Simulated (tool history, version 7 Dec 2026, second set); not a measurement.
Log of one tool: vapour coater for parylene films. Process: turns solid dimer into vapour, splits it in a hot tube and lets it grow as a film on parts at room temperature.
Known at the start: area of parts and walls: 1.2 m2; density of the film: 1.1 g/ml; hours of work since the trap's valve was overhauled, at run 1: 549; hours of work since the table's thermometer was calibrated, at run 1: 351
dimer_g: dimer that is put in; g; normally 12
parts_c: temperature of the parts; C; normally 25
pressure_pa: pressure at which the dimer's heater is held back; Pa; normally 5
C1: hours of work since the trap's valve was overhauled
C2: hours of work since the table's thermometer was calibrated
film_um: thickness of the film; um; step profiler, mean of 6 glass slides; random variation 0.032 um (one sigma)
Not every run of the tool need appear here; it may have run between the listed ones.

{"run": 1, "hour": 0.0, "dimer_g": 12, "parts_c": 25, "pressure_pa": 5, "C1": 549, "C2": 351, "film_um": 3.87}
{"run": 2, "hour": 17.9, "dimer_g": 12, "parts_c": 25, "pressure_pa": 5, "C1": 561, "C2": 363, "film_um": 3.86}
{"run": 3, "hour": 34.8, "dimer_g": 12, "parts_c": 25, "pressure_pa": 5, "C1": 572, "C2": 374, "film_um": 3.92}
{"run": 4, "hour": 52.0, "dimer_g": 12, "parts_c": 25, "pressure_pa": 5, "C1": 583, "C2": 385, "film_um": 3.82}
{"run": 5, "hour": 61.4, "dimer_g": 17, "parts_c": 25, "pressure_pa": 5, "C1": 589, "C2": 391, "film_um": 5.46}
{"run": 6, "hour": 80.4, "dimer_g": 17, "parts_c": 25, "pressure_pa": 5, "C1": 602, "C2": 403, "film_um": 5.48}
{"run": 7, "hour": 99.3, "dimer_g": 12, "parts_c": 25, "pressure_pa": 9.31, "C1": 614, "C2": 416, "film_um": 3.49}
{"run": 8, "hour": 118.0, "dimer_g": 12, "parts_c": 20, "pressure_pa": 5, "C1": 626, "C2": 428, "film_um": 4.66}
{"run": 9, "hour": 126.5, "dimer_g": 12, "parts_c": 20, "pressure_pa": 5, "C1": 632, "C2": 433, "film_um": 4.63}
{"hour": 138.1, "done": "trap's valve overhauled"}
{"run": 10, "hour": 142.6, "dimer_g": 12, "parts_c": 20, "pressure_pa": 5, "C1": 3, "C2": 441, "film_um": 5.26}
{"hour": 145.6, "done": "table's thermometer calibrated"}
{"run": 11, "hour": 156.7, "dimer_g": 12, "parts_c": 25, "pressure_pa": 5, "C1": 11, "C2": 7, "film_um": 4.39}
{"run": 12, "hour": 170.8, "dimer_g": 12, "parts_c": 25, "pressure_pa": 5, "C1": 21, "C2": 16, "film_um": 4.33}
{"run": 13, "hour": 180.1, "dimer_g": 12, "parts_c": 25, "pressure_pa": 5, "C1": 27, "C2": 22, "film_um": 4.33}
{"run": 14, "hour": 196.3, "dimer_g": 12, "parts_c": 25, "pressure_pa": 5, "C1": 37, "C2": 33, "film_um": 4.31}
{"run": 15, "hour": 211.5, "dimer_g": 12, "parts_c": 36, "pressure_pa": 5, "C1": 47, "C2": 43, "film_um": 2.92}
{"hour": 218.2, "done": "table's thermometer calibrated, once more"}
{"run": 16, "hour": 228.4, "dimer_g": 12, "parts_c": 25, "pressure_pa": 5, "C1": 58, "C2": 7, "film_um": 4.24}
{"run": 17, "hour": 244.9, "dimer_g": 16, "parts_c": 25, "pressure_pa": 6.2, "C1": 68, "C2": 17, "film_um": 5.41}
{"run": 18, "hour": 259.7, "dimer_g": 12, "parts_c": 25, "pressure_pa": 10.71, "C1": 78, "C2": 27, "film_um": 3.77}
{"run": 19, "hour": 269.8, "dimer_g": 12, "parts_c": 25, "pressure_pa": 10.71, "C1": 85, "C2": 34, "film_um": 3.81}
{"run": 20, "hour": 284.3, "dimer_g": 12, "parts_c": 25, "pressure_pa": 10.71, "C1": 94, "C2": 43, "film_um": 3.76}
{"run": 21, "hour": 296.3, "dimer_g": 9, "parts_c": 17, "pressure_pa": 6.76, "C1": 102, "C2": 51, "film_um": 4.09}
{"run": 22, "hour": 306.7, "dimer_g": 9, "parts_c": 17, "pressure_pa": 6.76, "C1": 109, "C2": 58, "film_um": 4.05}
{"run": 23, "hour": 317.9, "dimer_g": 9, "parts_c": 17, "pressure_pa": 6.76, "C1": 116, "C2": 65, "film_um": 4.03}
{"run": 24, "hour": 329.2, "dimer_g": 10, "parts_c": 25, "pressure_pa": 5, "C1": 123, "C2": 72, "film_um": 3.53}
{"run": 25, "hour": 348.8, "dimer_g": 6, "parts_c": 22, "pressure_pa": 5, "C1": 136, "C2": 85, "film_um": 2.39}
{"run": 26, "hour": 362.8, "dimer_g": 8, "parts_c": 22, "pressure_pa": 2.52, "C1": 145, "C2": 94, "film_um": 3.47}
{"run": 27, "hour": 373.9, "dimer_g": 19, "parts_c": 23, "pressure_pa": 5.06, "C1": 152, "C2": 101, "film_um": 7.16}
{"run": 28, "hour": 394.6, "dimer_g": 19, "parts_c": 23, "pressure_pa": 5.06, "C1": 166, "C2": 115, "film_um": 7.12}
{"run": 29, "hour": 414.4, "dimer_g": 12, "parts_c": 21, "pressure_pa": 3.29, "C1": 179, "C2": 128, "film_um": 5.26}
{"run": 30, "hour": 427.4, "dimer_g": 12, "parts_c": 21, "pressure_pa": 3.29, "C1": 187, "C2": 136, "film_um": 5.2}
{"run": 31, "hour": 444.0, "dimer_g": 8, "parts_c": 32, "pressure_pa": 2.18, "C1": 198, "C2": 147, "film_um": 2.44}
{"run": 32, "hour": 458.6, "dimer_g": 8, "parts_c": 32, "pressure_pa": 2.18, "C1": 208, "C2": 157, "film_um": 2.46}

Below, some changes in film_um between adjacent runs. For each, the amount present without the hidden state too (settings, incoming material, random variation) and the amount remaining for the hidden state with gauge scatter not shared by both compared results:
Hidden state at play: vapour lost through the trap's worn valve, %; true temperature of the parts over the reading, C; drift of the gauge itself on film_um, %.
Run 4 -> 5: dimer_g 12 -> 17. film_um +1.64 um: hidden state -0.21, all else +1.85.
Run 6 -> 7: dimer_g 17 -> 12, pressure_pa 5 -> 9.31. film_um -1.99 um: hidden state +0.23, all else -2.22.
Run 9 -> 10: trap's valve overhauled. film_um +0.63 um: hidden state +0.63, all else +0.
Run 26 -> 27: dimer_g 8 -> 19, parts_c 22 -> 23, pressure_pa 2.52 -> 5.06. film_um +3.69 um: hidden state -0.1, all else +3.79.
Run 30 -> 31: dimer_g 12 -> 8, parts_c 21 -> 32, pressure_pa 3.29 -> 2.18. film_um -2.76 um: hidden state +0.09, all else -2.85.
